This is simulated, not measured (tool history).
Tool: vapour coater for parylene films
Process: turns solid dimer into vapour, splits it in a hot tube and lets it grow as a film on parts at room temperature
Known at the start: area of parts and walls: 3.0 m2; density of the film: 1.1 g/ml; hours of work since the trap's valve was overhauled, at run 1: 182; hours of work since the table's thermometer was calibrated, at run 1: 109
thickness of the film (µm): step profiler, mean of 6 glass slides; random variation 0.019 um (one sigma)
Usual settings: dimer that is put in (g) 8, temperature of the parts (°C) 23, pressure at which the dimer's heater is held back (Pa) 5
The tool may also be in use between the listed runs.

| run | hour | dimer that is put in (g) | temperature of the parts (°C) | pressure at which the dimer's heater is held back (Pa) | hours of work since the trap's valve was overhauled | hours of work since the table's thermometer was calibrated | thickness of the film (µm) |
|---|---|---|---|---|---|---|---|
| 1 | 0 | 8 | 23 | 5 | 182 | 109 | 1.71 |
| 2 | 57.8 | 8 | 23 | 7.28 | 215 | 141 | 1.64 |
| 3 | 134.6 | 8 | 23 | 5 | 258 | 184 | 1.69 |
| 4 | 196.1 | 8 | 23 | 5 | 292 | 219 | 1.69 |
| 5 | 245.3 | 8 | 23 | 5 | 319 | 246 | 1.7 |
| 6 | 290.2 | 8 | 17 | 5 | 345 | 271 | 2.02 |
| 7 | 358.8 | 8 | 23 | 5 | 383 | 310 | 1.72 |
| 8 | 398.8 | 8 | 23 | 5 | 405 | 332 | 1.68 |
|  | 409.9 | trap's valve overhauled |
| 9 | 458.6 | 8 | 23 | 5 | 27 | 363 | 1.71 |
| 10 | 520.7 | 8 | 23 | 5 | 62 | 398 | 1.73 |
| 11 | 584.2 | 8 | 21 | 3.71 | 97 | 433 | 1.9 |
| 12 | 646.4 | 14 | 23 | 2.14 | 132 | 468 | 3.35 |
| 13 | 702.1 | 14 | 23 | 2.14 | 163 | 499 | 3.32 |
| 14 | 747.8 | 14 | 23 | 2.14 | 189 | 525 | 3.31 |
| 15 | 800 | 8 | 16 | 7.58 | 218 | 554 | 2 |
| 16 | 833.9 | 8 | 16 | 7.58 | 237 | 573 | 2.05 |
| 17 | 900.2 | 8 | 16 | 4.74 | 274 | 610 | 2.17 |
| 18 | 955.7 | 8 | 23 | 2.17 | 305 | 641 | 1.91 |
| 19 | 1007.6 | 5 | 18 | 2.79 | 334 | 670 | 1.34 |
| 20 | 1062.9 | 4 | 29 | 3.34 | 365 | 701 | 0.74 |

Forecast each of these 4 alternatives for the next run:
|  | 1143.9 | trap's valve overhauled |
| A | 1143.9 | 10 | 23 | 11.74 | 0 | 744 | ? |
|  | 1143.9 | trap's valve overhauled |
| B | 1143.9 | 9 | 17 | 2.4 | 0 | 744 | ? |
|  | 1143.9 | trap's valve overhauled |
| C | 1143.9 | 10 | 21 | 2.31 | 0 | 744 | ? |
|  | 1143.9 | trap's valve overhauled |
| D | 1143.9 | 8 | 29 | 2.33 | 0 | 744 | ? |

| run | thickness of the film (µm) |
|---|---|
| A | 1.9 |
| B | 2.54 |
| C | 2.5 |
| D | 1.56 |
Without the tool's hidden state the same runs would have given:
| run | thickness of the film (µm) |
|---|---|
| A | 1.9 |
| B | 2.54 |
| C | 2.5 |
| D | 1.56 |
